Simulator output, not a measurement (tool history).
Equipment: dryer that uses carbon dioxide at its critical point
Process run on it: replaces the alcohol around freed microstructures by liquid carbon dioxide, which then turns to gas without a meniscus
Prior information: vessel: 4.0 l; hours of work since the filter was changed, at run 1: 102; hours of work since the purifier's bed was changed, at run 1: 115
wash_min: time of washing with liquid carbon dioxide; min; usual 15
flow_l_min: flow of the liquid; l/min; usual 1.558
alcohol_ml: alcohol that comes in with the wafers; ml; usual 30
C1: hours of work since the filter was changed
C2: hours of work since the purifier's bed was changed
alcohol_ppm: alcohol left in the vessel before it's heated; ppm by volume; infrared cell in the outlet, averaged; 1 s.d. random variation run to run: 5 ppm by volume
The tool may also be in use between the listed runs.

run 1 hour=0.0 | wash_min=15 flow_l_min=1.558 alcohol_ml=30 | C1=102 C2=115 | alcohol_ppm=80
run 2 hour=12.8 | wash_min=15 flow_l_min=1.558 alcohol_ml=30 | C1=107 C2=120 | alcohol_ppm=83
run 3 hour=28.5 | wash_min=20 flow_l_min=1.558 alcohol_ml=30 | C1=115 C2=127 | alcohol_ppm=37
run 4 hour=42.7 | wash_min=20 flow_l_min=1.558 alcohol_ml=30 | C1=121 C2=134 | alcohol_ppm=38
run 5 hour=65.6 | wash_min=20 flow_l_min=1.558 alcohol_ml=30 | C1=131 C2=144 | alcohol_ppm=48
run 6 hour=87.6 | wash_min=20 flow_l_min=1.558 alcohol_ml=30 | C1=141 C2=154 | alcohol_ppm=35
run 7 hour=97.9 | wash_min=20 flow_l_min=1.558 alcohol_ml=30 | C1=146 C2=159 | alcohol_ppm=53
run 8 hour=113.9 | wash_min=20 flow_l_min=1.558 alcohol_ml=30 | C1=153 C2=166 | alcohol_ppm=49
run 9 hour=138.3 | wash_min=20 flow_l_min=1.558 alcohol_ml=30 | C1=164 C2=177 | alcohol_ppm=52
-- hour=155.7 inlet filter changed
run 10 hour=160.7 | wash_min=17 flow_l_min=1.558 alcohol_ml=30 | C1=2 C2=186 | alcohol_ppm=62
run 11 hour=179.3 | wash_min=17 flow_l_min=2.340 alcohol_ml=66 | C1=11 C2=195 | alcohol_ppm=40
run 12 hour=198.0 | wash_min=15 flow_l_min=2.210 alcohol_ml=40 | C1=19 C2=203 | alcohol_ppm=39
run 13 hour=209.9 | wash_min=15 flow_l_min=2.170 alcohol_ml=94 | C1=24 C2=209 | alcohol_ppm=54
run 14 hour=226.3 | wash_min=15 flow_l_min=2.170 alcohol_ml=94 | C1=32 C2=216 | alcohol_ppm=54
run 15 hour=248.3 | wash_min=10 flow_l_min=1.960 alcohol_ml=56 | C1=42 C2=226 | alcohol_ppm=193
run 16 hour=264.4 | wash_min=9 flow_l_min=2.030 alcohol_ml=22 | C1=49 C2=233 | alcohol_ppm=136
run 17 hour=275.9 | wash_min=9 flow_l_min=2.030 alcohol_ml=22 | C1=54 C2=238 | alcohol_ppm=125
run 18 hour=286.1 | wash_min=9 flow_l_min=2.030 alcohol_ml=22 | C1=59 C2=243 | alcohol_ppm=128
run 19 hour=304.1 | wash_min=9 flow_l_min=1.260 alcohol_ml=22 | C1=67 C2=251 | alcohol_ppm=471
run 20 hour=320.3 | wash_min=12 flow_l_min=1.110 alcohol_ml=30 | C1=74 C2=258 | alcohol_ppm=431

Hidden state or all else? Some run-to-run changes of alcohol_ppm, split into what the settings, what came in and random variation would give without the hidden state, and what is left for the hidden state (with any gauge scatter that isn't in both results):
Unlogged tool condition in this case: flow that reaches the vessel past the clogged filter, %; alcohol in the recycled carbon dioxide, ppm; drift of the gauge itself on alcohol_ppm, %.
Run 14 -> 15: wash_min 15 -> 10, flow_l_min 2.170 -> 1.960, alcohol_ml 94 -> 56. alcohol_ppm +139 ppm by volume: hidden state +29, all else +110.
Run 18 -> 19: flow_l_min 2.030 -> 1.260. alcohol_ppm +343 ppm by volume: hidden state +52, all else +291.
